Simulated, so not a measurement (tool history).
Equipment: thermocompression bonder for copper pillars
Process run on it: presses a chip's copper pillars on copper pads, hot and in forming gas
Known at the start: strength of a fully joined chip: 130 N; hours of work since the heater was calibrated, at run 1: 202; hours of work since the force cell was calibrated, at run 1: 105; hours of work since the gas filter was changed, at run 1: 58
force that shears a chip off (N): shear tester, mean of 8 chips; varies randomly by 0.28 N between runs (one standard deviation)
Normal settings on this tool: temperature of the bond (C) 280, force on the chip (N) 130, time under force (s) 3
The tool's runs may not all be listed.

run    day  temperature of the bond (C)  force on the chip (N)  time under force (s)  hours of work since the heater was calibrated  hours of work since the force cell was calibrated  hours of work since the gas filter was changed  force that shears a chip off (N)
  1      0                          280                    130                     3                                            202                                                105                                              58                              50.1
  2  0.308                          280                    130                     3                                            207                                                110                                              63                              50.5
  3  0.604                          280                    130                     3                                            212                                                115                                              68                              50.4
  4  0.792                          280                    130                     4                                            214                                                118                                              70                              55.9
  5  1.225                          280                    130                     4                                            221                                                124                                              77                              56.1
  6  1.421                          280                    130                     2                                            224                                                127                                              80                              42.9
  7  1.688                          280                    130                     2                                            228                                                131                                              84                              42.7
  8  1.908                          280                    130                     2                                            232                                                135                                              87                              43.1
  9  2.108                          280                    130                     2                                            235                                                138                                              91                              42.8
 10  2.283                          280                    130                     2                                            237                                                140                                              93                              42.6
 11  2.696                          280                    130                     2                                            244                                                147                                             100                              42.2
 12  3.033                          280                    130                     2                                            249                                                152                                             105                              42.5
 13  3.421                          280                    130                     2                                            255                                                158                                             111                              42.3
 14  3.683                          280                    184                     3                                            259                                                162                                             115                              65.5
 15  4.092                          280                    184                     3                                            265                                                168                                             121                                65
 16  4.329                          280                     97                     3                                            269                                                172                                             125                              38.9
 17  4.692                          280                     97                     5                                            274                                                177                                             130                              47.3
 18  5.083                          297                    130                     2                                            280                                                183                                             136                              49.1
 19    5.5                          297                    130                     2                                            287                                                190                                             142                              48.8
 20  5.912                          297                    130                     2                                            293                                                196                                             149                              49.3
 21  6.312                          280                    157                     3                                            299                                                202                                             155                              57.3
 22  6.725                          255                    143                     2                                            305                                                209                                             161                              34.8
 23  7.142                          310                    130                     6                                            312                                                215                                             168                              78.9
 24  7.321                          310                    130                     6                                            314                                                218                                             170                              78.3
 25  7.675                          310                    130                     6                                            320                                                223                                             176                                79

Hidden state or all else? Some run-to-run changes of force that shears a chip off (N), split into what the settings, what came in and random variation would give without the hidden state, and what is left for the hidden state (with any gauge scatter that isn't in both results):
Unlogged tool condition in this case: true temperature of the bond over the reading, C; force that reaches the chip, % of what is set; oxide that the forming gas leaves, % of the face; drift of the gauge itself on shear_n, %.
Run 13 -> 14: force on the chip (N) 130 -> 184, time under force (s) 2 -> 3. force that shears a chip off (N) +23.2: hidden state -0.6, all else +23.8.
Run 15 -> 16: force on the chip (N) 184 -> 97. force that shears a chip off (N) -26.1: hidden state +0.6, all else -26.7.
Run 22 -> 23: temperature of the bond (C) 255 -> 310, force on the chip (N) 143 -> 130, time under force (s) 2 -> 6. force that shears a chip off (N) +44.1: hidden state -1.8, all else +45.9.
